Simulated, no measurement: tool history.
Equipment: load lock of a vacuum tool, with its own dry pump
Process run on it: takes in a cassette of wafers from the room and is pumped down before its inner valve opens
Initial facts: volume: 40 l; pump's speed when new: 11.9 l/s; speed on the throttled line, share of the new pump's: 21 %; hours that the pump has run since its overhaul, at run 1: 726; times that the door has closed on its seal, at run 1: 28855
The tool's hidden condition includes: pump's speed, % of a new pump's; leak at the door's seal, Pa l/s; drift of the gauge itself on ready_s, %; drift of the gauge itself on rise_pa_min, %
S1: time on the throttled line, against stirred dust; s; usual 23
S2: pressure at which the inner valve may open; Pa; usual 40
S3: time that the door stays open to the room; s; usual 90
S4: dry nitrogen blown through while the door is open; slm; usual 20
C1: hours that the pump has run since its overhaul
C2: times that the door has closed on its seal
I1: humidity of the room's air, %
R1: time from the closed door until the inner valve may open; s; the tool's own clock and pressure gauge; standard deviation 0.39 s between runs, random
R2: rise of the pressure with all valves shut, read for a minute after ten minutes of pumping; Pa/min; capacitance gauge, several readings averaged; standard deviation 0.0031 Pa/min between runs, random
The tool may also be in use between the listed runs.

{"run": 1, "hour": 0.0, "S1": 23, "S2": 40, "S3": 90, "S4": 20, "C1": 726, "C2": 28855, "I1": 44, "R1": 44.8, "R2": 0.075}
{"run": 2, "hour": 376.6, "S1": 23, "S2": 40, "S3": 90, "S4": 38, "C1": 1103, "C2": 30025, "I1": 45.7, "R1": 45, "R2": 0.055}
{"run": 3, "hour": 621.3, "S1": 23, "S2": 40, "S3": 84, "S4": 20, "C1": 1347, "C2": 30786, "I1": 48.5, "R1": 44.7, "R2": 0.072}
{"run": 4, "hour": 941.8, "S1": 23, "S2": 40, "S3": 90, "S4": 14, "C1": 1668, "C2": 31781, "I1": 44.6, "R1": 44.6, "R2": 0.077}
{"run": 5, "hour": 1387.8, "S1": 23, "S2": 40, "S3": 90, "S4": 20, "C1": 2114, "C2": 33167, "I1": 45.4, "R1": 45, "R2": 0.073}
{"run": 6, "hour": 1716.1, "S1": 23, "S2": 40, "S3": 90, "S4": 20, "C1": 2442, "C2": 34187, "I1": 43.4, "R1": 43.7, "R2": 0.074}
{"run": 7, "hour": 2166.3, "S1": 23, "S2": 40, "S3": 90, "S4": 20, "C1": 2892, "C2": 35586, "I1": 50.7, "R1": 44.1, "R2": 0.084}
{"run": 8, "hour": 2559.2, "S1": 23, "S2": 40, "S3": 90, "S4": 20, "C1": 3285, "C2": 36807, "I1": 43.5, "R1": 45.3, "R2": 0.069}
{"run": 9, "hour": 2817.0, "S1": 23, "S2": 40, "S3": 90, "S4": 20, "C1": 3543, "C2": 37608, "I1": 45.8, "R1": 44.3, "R2": 0.073}
{"run": 10, "hour": 3046.7, "S1": 23, "S2": 40, "S3": 90, "S4": 20, "C1": 3773, "C2": 38322, "I1": 47.8, "R1": 44.2, "R2": 0.082}
{"run": 11, "hour": 3280.7, "S1": 23, "S2": 40, "S3": 90, "S4": 20, "C1": 4007, "C2": 39049, "I1": 47.1, "R1": 44.7, "R2": 0.072}
{"run": 12, "hour": 3634.7, "S1": 23, "S2": 40, "S3": 90, "S4": 20, "C1": 4361, "C2": 40149, "I1": 49.1, "R1": 44.1, "R2": 0.08}
{"run": 13, "hour": 3855.6, "S1": 24, "S2": 33, "S3": 197, "S4": 37, "C1": 4582, "C2": 40835, "I1": 45.9, "R1": 45.8, "R2": 0.099}
{"hour": 4219.8, "done": "door's seal changed, seat wiped"}
{"run": 14, "hour": 4251.4, "S1": 24, "S2": 36, "S3": 197, "S4": 13, "C1": 4976, "C2": 98, "I1": 43.4, "R1": 46, "R2": 0.134}
{"run": 15, "hour": 4619.1, "S1": 23, "S2": 34, "S3": 90, "S4": 20, "C1": 5344, "C2": 1241, "I1": 43.6, "R1": 45.9, "R2": 0.066}
{"run": 16, "hour": 4895.3, "S1": 23, "S2": 40, "S3": 79, "S4": 20, "C1": 5620, "C2": 2099, "I1": 47, "R1": 44.8, "R2": 0.069}
{"run": 17, "hour": 5334.5, "S1": 36, "S2": 73, "S3": 108, "S4": 5, "C1": 6059, "C2": 3464, "I1": 45.9, "R1": 53.1, "R2": 0.109}
{"run": 18, "hour": 5691.4, "S1": 36, "S2": 73, "S3": 37, "S4": 5, "C1": 6416, "C2": 4573, "I1": 42.5, "R1": 53.1, "R2": 0.046}
{"run": 19, "hour": 6029.8, "S1": 23, "S2": 40, "S3": 90, "S4": 29, "C1": 6754, "C2": 5624, "I1": 46.6, "R1": 44.3, "R2": 0.062}
{"run": 20, "hour": 6295.7, "S1": 35, "S2": 52, "S3": 90, "S4": 4, "C1": 7020, "C2": 6451, "I1": 44.5, "R1": 53.5, "R2": 0.094}

Forecast each of these 3 alternatives for the next run:
{"run": "A", "hour": 6494.3, "S1": 18, "S2": 52, "S3": 90, "S4": 21, "C1": 7219, "C2": 7068, "I1": 47.8, "R1": "?", "R2": "?"}
{"run": "B", "hour": 6494.3, "S1": 23, "S2": 33, "S3": 176, "S4": 15, "C1": 7219, "C2": 7068, "I1": 46.3, "R1": "?", "R2": "?"}
{"run": "C", "hour": 6494.3, "S1": 35, "S2": 44, "S3": 58, "S4": 4, "C1": 7219, "C2": 7068, "I1": 43.5, "R1": "?", "R2": "?"}

run=A R1=39.6 R2=0.073
run=B R1=45.1 R2=0.127
run=C R1=53.9 R2=0.074
With no hidden state in the tool, these same runs would have given:
run=A R1=39.5 R2=0.073
run=B R1=45.1 R2=0.127
run=C R1=53.8 R2=0.073
